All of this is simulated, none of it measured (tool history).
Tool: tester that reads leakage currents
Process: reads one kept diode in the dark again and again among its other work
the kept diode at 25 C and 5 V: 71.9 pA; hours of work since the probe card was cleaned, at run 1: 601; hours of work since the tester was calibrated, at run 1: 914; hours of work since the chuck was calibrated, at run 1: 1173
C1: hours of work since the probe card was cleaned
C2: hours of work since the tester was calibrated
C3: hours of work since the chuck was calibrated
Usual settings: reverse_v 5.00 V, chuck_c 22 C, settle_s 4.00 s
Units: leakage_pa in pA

run 1 hour=0.0 | reverse_v=5.00 chuck_c=22 settle_s=4.00 | C1=601 C2=914 C3=1173 | leakage_pa=54.80
run 2 hour=41.3 | reverse_v=5.00 chuck_c=22 settle_s=4.00 | C1=623 C2=936 C3=1195 | leakage_pa=54.84
run 3 hour=100.1 | reverse_v=5.00 chuck_c=22 settle_s=4.00 | C1=654 C2=968 C3=1227 | leakage_pa=54.86
run 4 hour=171.7 | reverse_v=5.00 chuck_c=22 settle_s=4.00 | C1=693 C2=1006 C3=1265 | leakage_pa=54.94
run 5 hour=260.7 | reverse_v=4.22 chuck_c=22 settle_s=4.00 | C1=740 C2=1053 C3=1312 | leakage_pa=50.50
run 6 hour=321.7 | reverse_v=4.22 chuck_c=22 settle_s=4.00 | C1=772 C2=1086 C3=1345 | leakage_pa=50.35
run 7 hour=382.9 | reverse_v=9.91 chuck_c=22 settle_s=4.00 | C1=805 C2=1118 C3=1377 | leakage_pa=77.44
run 8 hour=427.4 | reverse_v=9.91 chuck_c=22 settle_s=4.00 | C1=829 C2=1142 C3=1401 | leakage_pa=77.50
run 9 hour=510.4 | reverse_v=9.91 chuck_c=22 settle_s=4.00 | C1=873 C2=1186 C3=1445 | leakage_pa=77.60
run 10 hour=549.0 | reverse_v=9.91 chuck_c=22 settle_s=4.00 | C1=893 C2=1207 C3=1466 | leakage_pa=77.44
run 11 hour=587.4 | reverse_v=9.91 chuck_c=22 settle_s=4.00 | C1=914 C2=1227 C3=1486 | leakage_pa=77.41
run 12 hour=646.7 | reverse_v=9.91 chuck_c=22 settle_s=4.00 | C1=946 C2=1259 C3=1518 | leakage_pa=77.57
run 13 hour=719.3 | reverse_v=9.91 chuck_c=22 settle_s=4.00 | C1=984 C2=1297 C3=1556 | leakage_pa=77.60
run 14 hour=809.4 | reverse_v=9.91 chuck_c=22 settle_s=4.00 | C1=1032 C2=1345 C3=1604 | leakage_pa=77.83
run 15 hour=861.4 | reverse_v=9.91 chuck_c=22 settle_s=4.00 | C1=1060 C2=1373 C3=1632 | leakage_pa=77.88
run 16 hour=936.4 | reverse_v=9.91 chuck_c=22 settle_s=4.00 | C1=1100 C2=1413 C3=1672 | leakage_pa=77.68
run 17 hour=1022.8 | reverse_v=9.91 chuck_c=22 settle_s=4.00 | C1=1146 C2=1459 C3=1718 | leakage_pa=77.57
run 18 hour=1080.1 | reverse_v=9.91 chuck_c=22 settle_s=4.00 | C1=1176 C2=1489 C3=1749 | leakage_pa=77.76
-- hour=1098.9 probe card cleaned and baked
run 19 hour=1163.2 | reverse_v=9.91 chuck_c=25 settle_s=0.57 | C1=34 C2=1532 C3=1791 | leakage_pa=104.33
run 20 hour=1221.8 | reverse_v=9.58 chuck_c=30 settle_s=3.41 | C1=65 C2=1563 C3=1822 | leakage_pa=156.03
run 21 hour=1293.9 | reverse_v=4.50 chuck_c=50 settle_s=8.98 | C1=104 C2=1602 C3=1861 | leakage_pa=558.46
-- hour=1317.9 chuck's temperature calibrated
run 22 hour=1367.7 | reverse_v=4.50 chuck_c=50 settle_s=8.98 | C1=142 C2=1640 C3=27 | leakage_pa=558.10
run 23 hour=1413.9 | reverse_v=1.41 chuck_c=33 settle_s=0.43 | C1=167 C2=1664 C3=51 | leakage_pa=77.88
run 24 hour=1484.2 | reverse_v=3.47 chuck_c=22 settle_s=5.41 | C1=204 C2=1702 C3=89 | leakage_pa=45.73
run 25 hour=1574.9 | reverse_v=3.47 chuck_c=22 settle_s=5.41 | C1=252 C2=1750 C3=137 | leakage_pa=45.54
run 26 hour=1640.6 | reverse_v=1.28 chuck_c=22 settle_s=0.48 | C1=287 C2=1785 C3=172 | leakage_pa=27.90
run 27 hour=1682.1 | reverse_v=5.00 chuck_c=53 settle_s=4.00 | C1=309 C2=1807 C3=194 | leakage_pa=739.83

Run 28 comes next. What will it give?
run 28 hour=1767.3 | reverse_v=5.00 chuck_c=41 settle_s=4.00 | C1=355 C2=1853 C3=239 | leakage_pa=?

{"run 28": {"leakage_pa": 286.64}}
Without the tool's hidden state the same run would have given leakage_pa 286.56 pA.
